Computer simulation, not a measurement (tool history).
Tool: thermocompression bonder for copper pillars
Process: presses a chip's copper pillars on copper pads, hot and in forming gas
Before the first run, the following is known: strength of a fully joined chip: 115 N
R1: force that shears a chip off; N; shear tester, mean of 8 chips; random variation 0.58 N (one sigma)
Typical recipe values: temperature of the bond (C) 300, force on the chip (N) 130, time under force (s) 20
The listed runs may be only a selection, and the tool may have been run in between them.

run 1 day=0.000 | temperature_of_the_bond_(C)=300 force_on_the_chip_(N)=130 time_under_force_(s)=20 | R1=83.3
run 2 day=1.779 | temperature_of_the_bond_(C)=300 force_on_the_chip_(N)=130 time_under_force_(s)=20 | R1=83.8
run 3 day=2.583 | temperature_of_the_bond_(C)=300 force_on_the_chip_(N)=130 time_under_force_(s)=20 | R1=83.8
run 4 day=4.079 | temperature_of_the_bond_(C)=300 force_on_the_chip_(N)=130 time_under_force_(s)=20 | R1=82.7
run 5 day=5.338 | temperature_of_the_bond_(C)=300 force_on_the_chip_(N)=130 time_under_force_(s)=20 | R1=82.2
run 6 day=6.362 | temperature_of_the_bond_(C)=300 force_on_the_chip_(N)=130 time_under_force_(s)=20 | R1=82.9
run 7 day=7.858 | temperature_of_the_bond_(C)=300 force_on_the_chip_(N)=130 time_under_force_(s)=20 | R1=83.2
run 8 day=8.775 | temperature_of_the_bond_(C)=300 force_on_the_chip_(N)=114 time_under_force_(s)=20 | R1=75.5
run 9 day=10.267 | temperature_of_the_bond_(C)=300 force_on_the_chip_(N)=114 time_under_force_(s)=20 | R1=75.3
run 10 day=11.125 | temperature_of_the_bond_(C)=300 force_on_the_chip_(N)=114 time_under_force_(s)=20 | R1=74.0
run 11 day=11.971 | temperature_of_the_bond_(C)=300 force_on_the_chip_(N)=114 time_under_force_(s)=20 | R1=76.0
run 12 day=13.696 | temperature_of_the_bond_(C)=300 force_on_the_chip_(N)=114 time_under_force_(s)=20 | R1=75.3
run 13 day=14.888 | temperature_of_the_bond_(C)=300 force_on_the_chip_(N)=114 time_under_force_(s)=20 | R1=75.9
run 14 day=15.729 | temperature_of_the_bond_(C)=300 force_on_the_chip_(N)=114 time_under_force_(s)=20 | R1=76.2
run 15 day=16.621 | temperature_of_the_bond_(C)=279 force_on_the_chip_(N)=130 time_under_force_(s)=20 | R1=70.1
run 16 day=18.221 | temperature_of_the_bond_(C)=279 force_on_the_chip_(N)=130 time_under_force_(s)=41 | R1=85.1
run 17 day=19.912 | temperature_of_the_bond_(C)=300 force_on_the_chip_(N)=130 time_under_force_(s)=53 | R1=99.2
run 18 day=21.012 | temperature_of_the_bond_(C)=300 force_on_the_chip_(N)=130 time_under_force_(s)=12 | R1=73.0
run 19 day=22.675 | temperature_of_the_bond_(C)=300 force_on_the_chip_(N)=130 time_under_force_(s)=20 | R1=82.1
run 20 day=23.700 | temperature_of_the_bond_(C)=300 force_on_the_chip_(N)=130 time_under_force_(s)=20 | R1=82.0
run 21 day=25.304 | temperature_of_the_bond_(C)=300 force_on_the_chip_(N)=130 time_under_force_(s)=20 | R1=82.1
run 22 day=26.642 | temperature_of_the_bond_(C)=330 force_on_the_chip_(N)=128 time_under_force_(s)=56 | R1=109.5
run 23 day=27.575 | temperature_of_the_bond_(C)=330 force_on_the_chip_(N)=128 time_under_force_(s)=56 | R1=107.7
run 24 day=28.542 | temperature_of_the_bond_(C)=330 force_on_the_chip_(N)=155 time_under_force_(s)=23 | R1=104.4
run 25 day=29.671 | temperature_of_the_bond_(C)=296 force_on_the_chip_(N)=155 time_under_force_(s)=10 | R1=75.1
run 26 day=30.879 | temperature_of_the_bond_(C)=322 force_on_the_chip_(N)=104 time_under_force_(s)=54 | R1=99.3
run 27 day=31.700 | temperature_of_the_bond_(C)=319 force_on_the_chip_(N)=104 time_under_force_(s)=54 | R1=98.1
run 28 day=32.938 | temperature_of_the_bond_(C)=319 force_on_the_chip_(N)=104 time_under_force_(s)=54 | R1=98.9
run 29 day=34.221 | temperature_of_the_bond_(C)=290 force_on_the_chip_(N)=130 time_under_force_(s)=29 | R1=84.6
run 30 day=35.342 | temperature_of_the_bond_(C)=300 force_on_the_chip_(N)=173 time_under_force_(s)=16 | R1=93.0
run 31 day=37.062 | temperature_of_the_bond_(C)=312 force_on_the_chip_(N)=86 time_under_force_(s)=22 | R1=68.1
run 32 day=38.321 | temperature_of_the_bond_(C)=308 force_on_the_chip_(N)=86 time_under_force_(s)=16 | R1=60.1
run 33 day=40.025 | temperature_of_the_bond_(C)=308 force_on_the_chip_(N)=154 time_under_force_(s)=33 | R1=101.7
-- day=41.025 forming gas filter changed
run 34 day=41.462 | temperature_of_the_bond_(C)=308 force_on_the_chip_(N)=154 time_under_force_(s)=33 | R1=102.7
run 35 day=42.529 | temperature_of_the_bond_(C)=300 force_on_the_chip_(N)=106 time_under_force_(s)=12 | R1=60.5
run 36 day=43.592 | temperature_of_the_bond_(C)=300 force_on_the_chip_(N)=106 time_under_force_(s)=12 | R1=60.8
-- day=44.583 heater calibrated with a thermocouple chip
run 37 day=44.583 | temperature_of_the_bond_(C)=276 force_on_the_chip_(N)=87 time_under_force_(s)=18 | R1=46.2
run 38 day=46.225 | temperature_of_the_bond_(C)=298 force_on_the_chip_(N)=125 time_under_force_(s)=21 | R1=80.9
run 39 day=47.000 | temperature_of_the_bond_(C)=290 force_on_the_chip_(N)=130 time_under_force_(s)=48 | R1=93.5
run 40 day=48.233 | temperature_of_the_bond_(C)=308 force_on_the_chip_(N)=130 time_under_force_(s)=12 | R1=77.1

Branching from run 40: 3 alternative next runs. What would each branch give?
run A day=49.058 | temperature_of_the_bond_(C)=291 force_on_the_chip_(N)=134 time_under_force_(s)=49 | R1=?
run B day=49.058 | temperature_of_the_bond_(C)=308 force_on_the_chip_(N)=130 time_under_force_(s)=14 | R1=?
run C day=49.058 | temperature_of_the_bond_(C)=300 force_on_the_chip_(N)=104 time_under_force_(s)=35 | R1=?

run=A R1=96.3
run=B R1=78.9
run=C R1=81.7
What these runs would have given with no unlogged condition in the tool:
run=A R1=96.4
run=B R1=79.0
run=C R1=81.9
